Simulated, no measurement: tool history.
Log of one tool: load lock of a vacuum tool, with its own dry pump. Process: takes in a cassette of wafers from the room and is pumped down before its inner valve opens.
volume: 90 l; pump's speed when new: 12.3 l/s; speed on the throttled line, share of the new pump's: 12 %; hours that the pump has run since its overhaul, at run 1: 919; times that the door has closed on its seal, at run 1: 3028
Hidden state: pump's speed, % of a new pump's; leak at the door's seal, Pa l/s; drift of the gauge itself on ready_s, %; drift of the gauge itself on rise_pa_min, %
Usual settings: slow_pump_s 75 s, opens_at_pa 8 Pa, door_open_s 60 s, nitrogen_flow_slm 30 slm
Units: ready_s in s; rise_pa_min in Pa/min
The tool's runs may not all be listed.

run,hour,slow_pump_s,opens_at_pa,door_open_s,nitrogen_flow_slm,hours that the pump has run since its overhaul,times that the door has closed on its seal,"incoming humidity of the room's air, %",ready_s,rise_pa_min
1,0,75,8,60,30,919,3028,46.8,136.9,0.039
2,103.3,75,8,60,30,1023,3369,43.4,136.7,0.038
3,182.7,75,8,60,30,1102,3630,49,136.5,0.039
4,285.5,75,7,60,30,1205,3969,45.5,136.9,0.037
5,342,75,7,60,30,1261,4155,46.1,136.4,0.046
6,405.9,75,7,60,30,1325,4365,43.1,137.3,0.043
7,508.4,50,8,60,30,1428,4703,41,114,0.043
8,627.4,50,8,60,30,1547,5095,44.2,114.6,0.045
9,692.5,50,8,60,30,1612,5309,47.9,114.5,0.057
10,807.4,50,8,60,30,1727,5688,47.2,115.8,0.054
11,931.4,50,8,60,30,1851,6096,43.6,114.3,0.052
12,1006.9,123,8,60,30,1926,6345,47,177,0.058
13,1133.8,123,8,60,30,2053,6763,45.4,177.7,0.059
14,1192.2,123,8,60,30,2112,6955,45.1,179,0.053
15,1286.5,123,8,60,30,2206,7266,43.9,180.6,0.058
16,1340.6,75,8,60,10,2260,7444,45.8,137,0.07
17,1462.5,75,8,60,10,2382,7846,44.1,138.3,0.072
18,1540.1,75,8,60,10,2460,8101,40.8,137,0.075
19,1628.7,75,7,58,5,2548,8393,45.5,137.1,0.086
20,1757.9,99,8,58,5,2677,8819,49.3,158.3,0.089
21,1867.9,72,8,60,30,2787,9181,48.4,134.5,0.072
22,1959.4,72,8,60,30,2879,9483,41.7,135.3,0.069
23,2077,64,8,54,30,2996,9870,45,128.3,0.068
24,2182.9,64,8,54,30,3102,10219,45.6,127.2,0.08
25,2279.9,64,8,54,30,3199,10538,44.2,127.8,0.073
26,2388.3,98,16,54,30,3308,10896,48.6,151.5,0.079
27,2480.8,98,14,87,30,3400,11200,42.3,154.4,0.087
28,2533,98,14,87,30,3452,11372,48.4,153.2,0.095
29,2592.7,43,15,60,34,3512,11569,44.8,103.6,0.075
30,2719,43,15,60,34,3638,11985,47.5,103.6,0.087
31,2781.4,144,15,27,6,3701,12190,46,192.8,0.087
32,2888.4,144,15,27,6,3808,12543,48.5,192.4,0.09

Run 33 comes next. What will it give?
33,2942.4,144,15,27,6,3862,12721,41.1,?,?

ready_s: 191.5 s
rise_pa_min: 0.092 Pa/min
Without the tool's hidden state the same run would have given ready_s 189.7 s, rise_pa_min 0.029 Pa/min.
